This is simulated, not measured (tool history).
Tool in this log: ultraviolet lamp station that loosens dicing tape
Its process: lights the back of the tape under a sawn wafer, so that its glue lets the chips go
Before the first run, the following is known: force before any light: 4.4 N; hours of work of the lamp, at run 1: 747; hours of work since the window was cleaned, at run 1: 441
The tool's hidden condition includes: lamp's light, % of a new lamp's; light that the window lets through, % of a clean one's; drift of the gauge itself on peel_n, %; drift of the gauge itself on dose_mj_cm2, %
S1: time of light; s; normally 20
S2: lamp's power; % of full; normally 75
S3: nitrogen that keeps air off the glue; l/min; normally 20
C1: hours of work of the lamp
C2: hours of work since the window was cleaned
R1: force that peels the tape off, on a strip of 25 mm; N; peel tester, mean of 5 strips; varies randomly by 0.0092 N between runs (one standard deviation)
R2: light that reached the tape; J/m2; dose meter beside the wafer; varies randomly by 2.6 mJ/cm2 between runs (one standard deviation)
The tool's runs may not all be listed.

run    hour  S1  S2  S3    C1   C2     R1    R2
  1     0.0  20  75  20   747  441  0.610  2740
  2    59.6  20  75  20   774  468  0.641  2720
  3   130.4  20  75  20   806  500  0.627  2710
      136.5  -- window cleaned of glue's vapour
  4   173.0  20  75  20   826   17  0.511  3020
  5   264.5  20  75  20   868   59  0.540  3010
  6   329.4  20  75  20   898   89  0.531  2940
  7   420.9  18  75  20   939  131  0.668  2610
  8   471.0  18  75   8   962  153  1.183  2550
  9   525.3  18  75   8   987  178  1.139  2540
 10   620.2  20  75   9  1031  222  0.991  2800
 11   692.8  20  99  20  1064  255  0.360  3660
 12   764.6  21  75  20  1097  288  0.567  2810
 13   846.0  21  75  20  1135  326  0.569  2750
 14   891.2  21  75  20  1155  346  0.576  2790
 15   982.0  16  75  20  1197  388  0.918  2090
 16  1064.6  20  75   6  1235  426  1.325  2530
 17  1117.5  20  75   6  1259  450  1.366  2540
 18  1165.2  20  90   6  1281  472  1.049  3030
     1193.9  -- lamp changed
 19  1206.3  20  75  20     6  490  0.483  3100
     1235.6  -- window cleaned of glue's vapour
 20  1288.0  20  75  20    43   24  0.425  3380
 21  1347.7  20  75  20    70   51  0.412  3430
 22  1412.9  20  74  12   100   81  0.622  3260
 23  1459.5  24  74  13   122  103  0.438  3900
 24  1530.7  20  73  20   154  135  0.464  3200
 25  1625.3  20  73  20   198  179  0.488  3100
 26  1701.1  31  71  20   233  214  0.220  4630
 27  1755.3  31  71  20   257  238  0.221  4580
 28  1825.9  31  71  20   290  271  0.244  4530
 29  1913.5  29  65  34   330  311  0.221  3800
 30  1970.3  29  77  22   356  337  0.208  4400
 31  2056.6  11  71  20   396  377  1.443  1500
 32  2110.6  11  71  20   420  401  1.357  1510
 33  2154.0  14  96   7   440  421  1.217  2550
 34  2219.3  19  96  18   470  451  0.429  3500
 35  2314.4  13  64  24   514  495  1.277  1510
     2333.9  -- window cleaned of glue's vapour
 36  2357.7  20  87  18   534   11  0.376  3620
 37  2445.1  20  87  18   574   51  0.411  3600
 38  2522.6  20  87  18   609   87  0.402  3540
 39  2608.2  20  87  18   649  126  0.408  3490
 40  2647.5  20  91  26   667  144  0.298  3560
 41  2711.6  20  91  26   696  173  0.312  3530

Pick out some run-to-run changes in R1. Of each, how much would a tool without hidden state show as well, from the settings, what came in and chance, and how much is left for the hidden state and any gauge scatter not in both results compared?
Run 18 -> 19: S2 90 -> 75, S3 6 -> 20, lamp changed. R1 -0.566 N: hidden state -0.312, all else -0.254.
Run 30 -> 31: S1 29 -> 11, S2 77 -> 71, S3 22 -> 20. R1 +1.235 N: hidden state +0.212, all else +1.023.
Run 34 -> 35: S1 19 -> 13, S2 96 -> 64, S3 18 -> 24. R1 +0.848 N: hidden state +0.176, all else +0.672.
Run 35 -> 36: S1 13 -> 20, S2 64 -> 87, S3 24 -> 18, window cleaned of glue's vapour. R1 -0.901 N: hidden state -0.244, all else -0.657.

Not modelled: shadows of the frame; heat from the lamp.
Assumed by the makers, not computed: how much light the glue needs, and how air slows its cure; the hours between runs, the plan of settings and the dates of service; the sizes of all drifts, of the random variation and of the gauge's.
